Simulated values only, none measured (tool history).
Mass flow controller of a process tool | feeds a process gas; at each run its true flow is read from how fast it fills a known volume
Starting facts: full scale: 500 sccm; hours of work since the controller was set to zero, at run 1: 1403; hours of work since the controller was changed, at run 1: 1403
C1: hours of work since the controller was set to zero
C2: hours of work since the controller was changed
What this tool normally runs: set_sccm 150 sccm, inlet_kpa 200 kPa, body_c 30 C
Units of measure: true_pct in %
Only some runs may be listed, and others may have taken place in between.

Run 1, day 0: usual settings; C1 1403; C2 1403. Result: true_pct 98.93 %.
Run 2, day 1.867: usual settings; C1 1428; C2 1428. Result: true_pct 98.73 %.
Run 3, day 3.579: usual settings; C1 1451; C2 1451. Result: true_pct 98.77 %.
Run 4, day 5.212: usual settings but body_c 23 C; C1 1473; C2 1473. Result: true_pct 98.09 %.
Run 5, day 8.608: usual settings but set_sccm 179 sccm; C1 1518; C2 1518. Result: true_pct 98.69 %.
Run 6, day 11.825: usual settings but set_sccm 179 sccm; C1 1561; C2 1561. Result: true_pct 98.63 %.
Run 7, day 14.338: usual settings but body_c 26 C; C1 1595; C2 1595. Result: true_pct 98.11 %.
Run 8, day 17.817: usual settings but body_c 26 C; C1 1641; C2 1641. Result: true_pct 98.08 %.
Run 9, day 21.296: usual settings but body_c 26 C; C1 1688; C2 1688. Result: true_pct 97.96 %.
Run 10, day 23.979: usual settings but set_sccm 87 sccm; C1 1724; C2 1724. Result: true_pct 97.92 %.
Run 11, day 25.75: usual settings but set_sccm 87 sccm; C1 1747; C2 1747. Result: true_pct 97.82 %.
Run 12, day 27.875: usual settings but body_c 28 C; C1 1776; C2 1776. Result: true_pct 97.85 %.
Run 13, day 31.242: usual settings but body_c 39 C; C1 1821; C2 1821. Result: true_pct 98.66 %.
Run 14, day 33.808: usual settings but body_c 27 C; C1 1855; C2 1855. Result: true_pct 97.68 %.
Run 15, day 36.175: usual settings but body_c 27 C; C1 1887; C2 1887. Result: true_pct 97.57 %.
Run 16, day 38.138: usual settings but body_c 27 C; C1 1913; C2 1913. Result: true_pct 97.37 %.
Run 17, day 41.15: usual settings but body_c 27 C; C1 1953; C2 1953. Result: true_pct 97.48 %.
Run 18, day 43.788: usual settings; C1 1989; C2 1989. Result: true_pct 97.47 %.
Run 19, day 46.958: usual settings; C1 2031; C2 2031. Result: true_pct 97.5 %.
Run 20, day 49.029: usual settings but inlet_kpa 163 kPa; C1 2059; C2 2059. Result: true_pct 97.24 %.
Run 21, day 51.412: usual settings but inlet_kpa 163 kPa, body_c 22 C; C1 2090; C2 2090. Result: true_pct 96.56 %.
Run 22, day 54.104: usual settings but set_sccm 57 sccm, inlet_kpa 163 kPa, body_c 22 C; C1 2127; C2 2127. Result: true_pct 96.21 %.
Run 23, day 55.979: usual settings but set_sccm 185 sccm, inlet_kpa 204 kPa, body_c 25 C; C1 2152; C2 2152. Result: true_pct 96.89 %.
Run 24, day 57.442: usual settings but set_sccm 185 sccm, inlet_kpa 204 kPa, body_c 25 C; C1 2171; C2 2171. Result: true_pct 96.79 %.
Run 25, day 59.775: usual settings but set_sccm 185 sccm, inlet_kpa 204 kPa, body_c 27 C; C1 2202; C2 2202. Result: true_pct 96.94 %.
Run 26, day 62.925: usual settings but set_sccm 185 sccm, inlet_kpa 204 kPa, body_c 27 C; C1 2245; C2 2245. Result: true_pct 96.95 %.
Run 27, day 64.575: usual settings but set_sccm 104 sccm, inlet_kpa 190 kPa, body_c 27 C; C1 2267; C2 2267. Result: true_pct 96.42 %.
Run 28, day 66.254: usual settings but set_sccm 104 sccm, inlet_kpa 190 kPa, body_c 27 C; C1 2289; C2 2289. Result: true_pct 96.48 %.
Run 29, day 69.379: usual settings but set_sccm 81 sccm, body_c 27 C; C1 2331; C2 2331. Result: true_pct 96.17 %.
At day 72.483: gauge calibrated.
Run 30, day 72.483: usual settings but set_sccm 81 sccm, body_c 27 C; C1 2372; C2 2372. Result: true_pct 98.25 %.
Run 31, day 75.162: usual settings but set_sccm 81 sccm, body_c 27 C; C1 2408; C2 2408. Result: true_pct 98.16 %.
Run 32, day 78.204: usual settings but set_sccm 81 sccm, body_c 27 C; C1 2449; C2 2449. Result: true_pct 98.09 %.
Run 33, day 80.292: usual settings but set_sccm 99 sccm, inlet_kpa 181 kPa; C1 2477; C2 2477. Result: true_pct 98.33 %.
Run 34, day 81.729: usual settings but set_sccm 99 sccm, inlet_kpa 181 kPa; C1 2496; C2 2496. Result: true_pct 98.29 %.
Run 35, day 83.896: usual settings but set_sccm 231 sccm, inlet_kpa 182 kPa, body_c 37 C; C1 2525; C2 2525. Result: true_pct 99.49 %.
Run 36, day 86.4: usual settings but set_sccm 56 sccm, inlet_kpa 182 kPa, body_c 21 C; C1 2558; C2 2558. Result: true_pct 97.17 %.
Run 37, day 89.875: usual settings but set_sccm 297 sccm, inlet_kpa 150 kPa, body_c 33 C; C1 2605; C2 2605. Result: true_pct 99.08 %.
Run 38, day 92.442: usual settings but set_sccm 89 sccm, inlet_kpa 265 kPa, body_c 24 C; C1 2639; C2 2639. Result: true_pct 97.8 %.

Run 39 is up next; what results do you expect?
Run 39, day 94.921: usual settings but set_sccm 89 sccm, inlet_kpa 265 kPa, body_c 24 C; C1 2672; C2 2672. Result: true_pct ?.

Run 39 yielded true_pct 97.51 %.
The same run, on a tool lacking any hidden state, would have yielded true_pct 98.2 %.
